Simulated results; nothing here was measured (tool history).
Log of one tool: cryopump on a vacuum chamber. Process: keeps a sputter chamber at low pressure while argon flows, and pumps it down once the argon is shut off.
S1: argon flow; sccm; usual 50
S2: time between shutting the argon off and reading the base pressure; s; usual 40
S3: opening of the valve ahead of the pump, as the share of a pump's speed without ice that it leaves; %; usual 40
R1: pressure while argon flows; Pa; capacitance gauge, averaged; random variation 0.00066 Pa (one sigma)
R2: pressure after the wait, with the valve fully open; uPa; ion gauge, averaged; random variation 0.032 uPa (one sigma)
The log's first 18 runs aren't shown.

run	hour	S1	S2	S3	R1	R2
19	911.9	50	85	40	0.1120	0.98
20	953.4	50	144	35	0.1274	0.72
21	1008.1	39	30	35	0.1007	2.33
22	1069.4	39	30	35	0.1000	2.27
23	1140.2	21	40	58	0.0334	1.86
24	1194.1	28	40	42	0.0619	1.87
25	1254.2	84	40	16	0.4649	1.86
26	1323.2	61	218	16	0.3407	0.64
27	1375.5	61	218	16	0.3389	0.64
28	1420.6	61	218	16	0.3413	0.64
29	1488.1	61	218	16	0.3404	0.67
30	1546.4	23	218	19	0.1085	0.66
31	1594.3	42	40	42	0.0937	1.98
32	1638.2	33	158	21	0.1420	0.79
33	1707.6	33	184	18	0.1660	0.80

4 ways to go on from here, each from the tool as it stands after run 33. What would each give?
A	1746.3	33	30	21	?	?
B	1746.3	29	184	18	?	?
C	1746.3	50	40	38	?	?
D	1746.3	27	58	33	?	?

run	R1	R2
A	0.1413	2.52
B	0.1455	0.76
C	0.1235	2.04
D	0.0758	1.46
Without the tool's hidden state the same runs would have given:
run	R1	R2
A	0.1356	2.23
B	0.1405	0.47
C	0.1148	1.74
D	0.0710	1.18
